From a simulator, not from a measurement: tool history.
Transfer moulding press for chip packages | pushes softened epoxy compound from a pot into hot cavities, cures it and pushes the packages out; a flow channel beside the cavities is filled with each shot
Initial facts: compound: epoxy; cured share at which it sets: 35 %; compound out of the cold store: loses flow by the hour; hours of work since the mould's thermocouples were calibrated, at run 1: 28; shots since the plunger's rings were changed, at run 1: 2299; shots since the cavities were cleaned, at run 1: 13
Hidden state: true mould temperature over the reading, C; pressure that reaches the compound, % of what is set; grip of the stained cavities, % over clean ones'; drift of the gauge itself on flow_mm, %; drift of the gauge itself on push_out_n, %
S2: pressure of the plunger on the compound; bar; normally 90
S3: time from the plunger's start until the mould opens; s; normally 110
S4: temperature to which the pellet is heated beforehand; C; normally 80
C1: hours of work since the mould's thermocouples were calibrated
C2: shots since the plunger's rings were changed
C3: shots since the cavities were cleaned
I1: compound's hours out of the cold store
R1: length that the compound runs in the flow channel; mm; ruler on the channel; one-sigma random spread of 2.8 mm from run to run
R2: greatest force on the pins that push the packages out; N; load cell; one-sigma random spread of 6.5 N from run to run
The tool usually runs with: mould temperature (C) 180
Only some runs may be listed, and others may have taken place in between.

run 1 hour=0 | mould_temperature_(C)=180 S2=90 S3=110 S4=80 | C1=28 C2=2299 C3=13 | I1=14.6 | R1=654 R2=263
run 2 hour=43.2 | mould_temperature_(C)=180 S2=90 S3=110 S4=80 | C1=46 C2=2606 C3=320 | I1=45.8 | R1=562 R2=324
run 3 hour=71.6 | mould_temperature_(C)=180 S2=93.2 S3=110 S4=80 | C1=59 C2=2808 C3=522 | I1=48 | R1=569 R2=337
run 4 hour=100.5 | mould_temperature_(C)=180 S2=90 S3=110 S4=80 | C1=71 C2=3013 C3=727 | I1=16.5 | R1=653 R2=370
-- hour=109.9 cavities cleaned with cleaning compound and waxed
-- hour=145.7 plunger's sealing rings changed
run 5 hour=146.9 | mould_temperature_(C)=180 S2=90 S3=110 S4=80 | C1=89 C2=8 C3=245 | I1=24.2 | R1=645 R2=427
run 6 hour=175.4 | mould_temperature_(C)=180 S2=90 S3=110 S4=80 | C1=101 C2=211 C3=448 | I1=14.5 | R1=678 R2=424
run 7 hour=208.8 | mould_temperature_(C)=180 S2=90 S3=110 S4=80 | C1=115 C2=448 C3=685 | I1=12.1 | R1=685 R2=414
-- hour=223.9 cavities cleaned with cleaning compound and waxed
run 8 hour=238 | mould_temperature_(C)=180 S2=90 S3=110 S4=80 | C1=127 C2=646 C3=101 | I1=32.3 | R1=619 R2=288
run 9 hour=268.4 | mould_temperature_(C)=180 S2=99 S3=110 S4=80 | C1=140 C2=861 C3=316 | I1=46.7 | R1=605 R2=312
-- hour=273.4 cavities cleaned with cleaning compound and waxed, once more
run 10 hour=295.9 | mould_temperature_(C)=174 S2=88.8 S3=110 S4=80 | C1=151 C2=1046 C3=159 | I1=25.8 | R1=643 R2=364
run 11 hour=326.7 | mould_temperature_(C)=182 S2=76.6 S3=96 S4=76 | C1=164 C2=1265 C3=378 | I1=30.5 | R1=567 R2=376
run 12 hour=358.1 | mould_temperature_(C)=183 S2=68.4 S3=131 S4=79 | C1=177 C2=1488 C3=601 | I1=11.9 | R1=583 R2=344
-- hour=386.1 cavities cleaned with cleaning compound and waxed
run 13 hour=386.1 | mould_temperature_(C)=178 S2=93.3 S3=110 S4=77 | C1=189 C2=1677 C3=1 | I1=46.4 | R1=584 R2=265
run 14 hour=427.9 | mould_temperature_(C)=179 S2=80.1 S3=110 S4=80 | C1=206 C2=1973 C3=297 | I1=14.7 | R1=621 R2=339
run 15 hour=456.8 | mould_temperature_(C)=172 S2=89.3 S3=108 S4=71 | C1=219 C2=2179 C3=503 | I1=39.6 | R1=596 R2=489
-- hour=497.8 cavities cleaned with cleaning compound and waxed
run 16 hour=497.8 | mould_temperature_(C)=175 S2=72.7 S3=110 S4=80 | C1=236 C2=2460 C3=0 | I1=23.5 | R1=569 R2=310

Alternative continuations, all from the tool just after run 16; predict every row:
run A hour=520.3 | mould_temperature_(C)=175 S2=72.7 S3=110 S4=78 | C1=245 C2=2620 C3=160 | I1=16.1 | R1=? R2=?
run B hour=520.3 | mould_temperature_(C)=180 S2=90 S3=110 S4=81 | C1=245 C2=2620 C3=160 | I1=39.4 | R1=? R2=?
run C hour=520.3 | mould_temperature_(C)=188 S2=90 S3=109 S4=80 | C1=245 C2=2620 C3=160 | I1=36.6 | R1=? R2=?
run D hour=520.3 | mould_temperature_(C)=175 S2=105.4 S3=110 S4=80 | C1=245 C2=2620 C3=160 | I1=35.9 | R1=? R2=?

run=A R1=598 R2=365
run=B R1=579 R2=309
run=C R1=572 R2=270
run=D R1=647 R2=355
With no hidden state in the tool, these same runs would have given:
run=A R1=622 R2=315
run=B R1=603 R2=264
run=C R1=595 R2=228
run=D R1=674 R2=305
